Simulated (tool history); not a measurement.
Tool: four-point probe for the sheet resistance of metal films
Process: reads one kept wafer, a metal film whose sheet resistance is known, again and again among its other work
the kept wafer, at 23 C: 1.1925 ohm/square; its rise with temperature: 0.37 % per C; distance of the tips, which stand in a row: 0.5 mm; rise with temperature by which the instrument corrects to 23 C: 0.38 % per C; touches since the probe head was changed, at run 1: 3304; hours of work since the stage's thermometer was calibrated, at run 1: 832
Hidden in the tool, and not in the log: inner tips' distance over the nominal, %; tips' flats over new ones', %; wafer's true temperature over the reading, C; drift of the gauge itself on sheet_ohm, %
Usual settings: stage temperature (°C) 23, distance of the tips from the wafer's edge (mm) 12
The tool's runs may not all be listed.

run   hour  stage temperature (°C)  distance of the tips from the wafer's edge (mm)  touches since the probe head was changed  hours of work since the stage's thermometer was calibrated  sheet resistance as the instrument gives it (ohm/square)
  1    0.0                      23                                               12                                      3304                                                         832                                                  1.193499
  2   20.5                      23                                               12                                      3923                                                         843                                                  1.193651
  3   41.7                      29                                               12                                      4562                                                         854                                                  1.192640
  4   59.1                      29                                               12                                      5087                                                         863                                                  1.193185
  5   79.8                      23                                               12                                      5712                                                         873                                                  1.193750
  6  105.3                      23                                               12                                      6481                                                         886                                                  1.193892
  7  120.5                      23                                               12                                      6939                                                         894                                                  1.193546
  8  139.7                      19                                               12                                      7519                                                         904                                                  1.194256
  9  157.7                      19                                               12                                      8061                                                         913                                                  1.194121
 10  170.1                      22                                               12                                      8435                                                         920                                                  1.193351
 11  196.7                      22                                               12                                      9236                                                         933                                                  1.193846
 12  212.2                      22                                               12                                      9704                                                         941                                                  1.193884
 13  227.1                      22                                               12                                     10154                                                         949                                                  1.193743
 14  254.6                      23                                               12                                     10984                                                         963                                                  1.193952
 15  276.6                      23                                               12                                     11646                                                         974                                                  1.193630
 16  296.8                      23                                               12                                     12256                                                         985                                                  1.194232
 17  315.9                      23                                               12                                     12834                                                         995                                                  1.193797
 18  342.3                      23                                               12                                     13629                                                        1008                                                  1.193794
 19  368.4                      23                                               12                                     14417                                                        1021                                                  1.194037
 20  384.2                      23                                               11                                     14893                                                        1030                                                  1.193804
 21  399.2                      23                                               11                                     15346                                                        1037                                                  1.194082
 22  415.7                      33                                               59                                     15842                                                        1046                                                  1.191647
 23  433.2                      23                                                3                                     16372                                                        1055                                                  1.210608
 24  455.3                      31                                                3                                     17039                                                        1066                                                  1.209241
 25  466.8                      30                                               13                                     17383                                                        1072                                                  1.192411
 26  488.0                      21                                               28                                     18025                                                        1083                                                  1.193176
 27  502.0                      24                                               35                                     18446                                                        1090                                                  1.192583
 28  527.0                      24                                               35                                     19199                                                        1103                                                  1.192774
 29  547.8                      34                                               46                                     19827                                                        1114                                                  1.191153
 30  571.6                      20                                               16                                     20546                                                        1126                                                  1.193439
 31  591.7                      26                                               23                                     21152                                                        1136                                                  1.192425
 32  618.7                      26                                               23                                     21967                                                        1150                                                  1.192596
 33  634.6                      20                                                3                                     22446                                                        1158                                                  1.210133
 34  657.9                      20                                                3                                     23150                                                        1170                                                  1.210407
 35  682.3                      20                                                3                                     23884                                                        1183                                                  1.210764
 36  698.6                      30                                               75                                     24378                                                        1191                                                  1.192108
 37  715.2                      23                                               15                                     24879                                                        1200                                                  1.192836
 38  728.1                      34                                               33                                     25267                                                        1206                                                  1.191258
 39  751.0                      34                                               33                                     25958                                                        1218                                                  1.192106
 40  768.2                      34                                               33                                     26477                                                        1227                                                  1.192193
 41  793.0                      26                                                3                                     27224                                                        1240                                                  1.209904

3 ways to go on from here, each from the tool as it stands after run 41. What would each give?
  A  811.0                      23                                                6                                     27765                                                        1249                                                         ?
  B  811.0                      21                                               13                                     27765                                                        1249                                                         ?
  C  811.0                      25                                               56                                     27765                                                        1249                                                         ?

run  sheet resistance as the instrument gives it (ohm/square)
  A                                                  1.197314
  B                                                  1.193716
  C                                                  1.192042
Without the tool's hidden state the same runs would have given:
run  sheet resistance as the instrument gives it (ohm/square)
  A                                                  1.197218
  B                                                  1.193621
  C                                                  1.191946
